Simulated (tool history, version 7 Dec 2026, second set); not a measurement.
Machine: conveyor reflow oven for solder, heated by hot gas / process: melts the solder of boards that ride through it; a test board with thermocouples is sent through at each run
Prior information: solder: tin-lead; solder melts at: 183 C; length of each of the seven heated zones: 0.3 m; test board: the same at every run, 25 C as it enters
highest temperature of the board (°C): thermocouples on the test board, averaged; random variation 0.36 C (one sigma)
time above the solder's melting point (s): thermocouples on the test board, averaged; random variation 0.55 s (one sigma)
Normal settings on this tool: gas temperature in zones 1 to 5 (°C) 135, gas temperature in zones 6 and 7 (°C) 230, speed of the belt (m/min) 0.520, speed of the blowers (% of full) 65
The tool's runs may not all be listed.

| run | hour | gas temperature in zones 1 to 5 (°C) | gas temperature in zones 6 and 7 (°C) | speed of the belt (m/min) | speed of the blowers (% of full) | highest temperature of the board (°C) | time above the solder's melting point (s) |
|---|---|---|---|---|---|---|---|
| 1 | 0.0 | 135 | 230 | 0.520 | 65 | 211.0 | 45.6 |
| 2 | 34.8 | 135 | 230 | 0.520 | 65 | 210.3 | 45.9 |
| 3 | 88.2 | 138 | 230 | 0.520 | 65 | 210.2 | 46.6 |
| 4 | 128.9 | 135 | 230 | 0.514 | 65 | 210.8 | 45.0 |
| 5 | 163.6 | 135 | 230 | 0.576 | 65 | 205.7 | 36.4 |
|  | 204.2 | flux residue cleaned out of gas plates and filters |
| 6 | 206.6 | 136 | 230 | 0.520 | 65 | 213.2 | 48.9 |
| 7 | 260.5 | 136 | 230 | 0.520 | 65 | 212.6 | 48.8 |
| 8 | 315.4 | 135 | 230 | 0.520 | 64 | 212.4 | 47.2 |
| 9 | 376.3 | 135 | 230 | 0.520 | 64 | 211.8 | 46.6 |
| 10 | 414.9 | 135 | 218 | 0.520 | 65 | 201.5 | 36.8 |
| 11 | 484.8 | 135 | 218 | 0.520 | 65 | 202.2 | 37.4 |
| 12 | 520.4 | 149 | 218 | 0.520 | 56 | 201.8 | 41.8 |
| 13 | 554.6 | 126 | 218 | 0.520 | 80 | 202.5 | 36.2 |
| 14 | 604.8 | 126 | 232 | 0.520 | 55 | 207.3 | 39.0 |
| 15 | 682.4 | 126 | 232 | 0.520 | 55 | 206.5 | 39.5 |
| 16 | 718.7 | 126 | 232 | 0.520 | 55 | 207.4 | 39.2 |
|  | 742.3 | flux residue cleaned out of gas plates and filters |
| 17 | 789.0 | 126 | 232 | 0.520 | 55 | 210.6 | 42.6 |
| 18 | 849.7 | 126 | 232 | 0.520 | 55 | 211.2 | 43.6 |
| 19 | 896.7 | 136 | 242 | 0.520 | 64 | 223.5 | 58.5 |
| 20 | 962.7 | 132 | 230 | 0.520 | 65 | 212.6 | 47.4 |
| 21 | 1014.3 | 138 | 232 | 0.487 | 57 | 216.3 | 55.5 |

Subtracting, for every run, the result it would have given without the tool's unlogged condition from the measured result gives the following. The same run-to-run variation enters both numbers; the gauge's scatter may not:
Hidden state present: heat that the gas passes to the board, % of a clean oven's; belt's true speed, % of the reading; true gas temperature in zones 6 and 7 over the reading, C; drift of the gauge itself on peak_c, C; drift of the gauge itself on liquid_s, %.
| run | highest temperature of the board (°C) | time above the solder's melting point (s) |
|---|---|---|
| 1 | -0.9 | -0.4 |
| 2 | -1.0 | -0.6 |
| 3 | -1.3 | -0.8 |
| 4 | -1.5 | -1.1 |
| 5 | -2.0 | -1.8 |
| 6 | +1.5 | +2.2 |
| 7 | +1.3 | +2.0 |
| 8 | +1.0 | +1.8 |
| 9 | +0.8 | +1.5 |
| 10 | +0.7 | +1.3 |
| 11 | +0.5 | +0.9 |
| 12 | +0.6 | +1.3 |
| 13 | -0.3 | -0.1 |
| 14 | -0.2 | +0.5 |
| 15 | -0.5 | +0.1 |
| 16 | -0.7 | -0.1 |
| 17 | +3.2 | +4.4 |
| 18 | +3.0 | +4.2 |
| 19 | +2.8 | +3.6 |
| 20 | +2.5 | +3.5 |
| 21 | +2.5 | +3.8 |

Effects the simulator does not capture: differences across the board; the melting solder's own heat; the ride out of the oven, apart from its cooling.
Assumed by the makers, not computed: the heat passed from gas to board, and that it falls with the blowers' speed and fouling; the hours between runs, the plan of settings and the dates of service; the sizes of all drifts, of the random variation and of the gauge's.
